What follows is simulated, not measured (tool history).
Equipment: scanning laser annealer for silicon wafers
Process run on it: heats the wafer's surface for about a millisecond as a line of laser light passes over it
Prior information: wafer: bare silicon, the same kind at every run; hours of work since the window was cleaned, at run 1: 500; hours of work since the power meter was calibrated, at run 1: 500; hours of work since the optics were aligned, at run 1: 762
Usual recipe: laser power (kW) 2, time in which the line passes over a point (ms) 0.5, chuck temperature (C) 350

run	hour	laser power (kW)	time in which the line passes over a point (ms)	chuck temperature (C)	hours of work since the window was cleaned	hours of work since the power meter was calibrated	hours of work since the optics were aligned	highest temperature of the surface (C)
1	0	2	0.5	350	500	500	762	1135
2	24.8	2	0.6	350	514	514	775	1210
3	57.8	2	0.6	350	533	533	794	1206
4	79	2	0.6	321	544	544	806	1177
5	121.9	2	0.6	321	568	568	830	1174
6	164.1	2	0.5	350	592	592	853	1127
# hour 176.9: window over the wafer cleaned
7	187.7	2	0.5	350	6	604	865	1167
8	231.2	2	0.5	350	30	628	889	1165
9	273.4	1.824	0.5	350	54	652	913	1092
10	321.6	2	0.384	350	81	679	940	1058
11	366.9	2	0.5	350	106	704	965	1163
12	392.8	2	0.5	350	120	718	979	1158
13	440.5	2	0.5	350	147	745	1006	1158
14	462.4	2	0.5	346	159	757	1018	1153
15	502.3	2.032	0.521	326	181	779	1040	1161
16	525.6	2.032	0.521	313	194	792	1053	1145
# hour 534.3: optics aligned, line set to its width
17	554.5	2.032	0.371	331	208	806	11	1025
18	604.4	2.032	0.371	331	235	833	39	1031
19	650.7	1.959	0.371	340	261	859	65	1010
20	693.6	1.799	0.589	367	285	883	89	1142
21	734.5	1.799	0.589	367	308	906	112	1145
22	769.2	1.799	0.589	367	327	925	131	1141
# hour 815.1: optics aligned, line set to its width, once more
23	816.9	1.775	0.495	353	351	949	1	1067
24	843.3	1.775	0.495	353	366	964	16	1060
25	892.7	1.775	0.495	353	393	991	43	1062

3 ways to go on from here, each from the tool as it stands after run 25. What would each give?
A	926	1.775	0.495	355	412	1010	62	?
B	926	1.775	0.493	353	412	1010	62	?
C	926	2.19	0.495	353	412	1010	62	?

run	highest temperature of the surface (C)
A	1064
B	1063
C	1222
The same runs, with their run-to-run variation unchanged, on a tool lacking any hidden condition would have given:
run	highest temperature of the surface (C)
A	1087
B	1086
C	1250
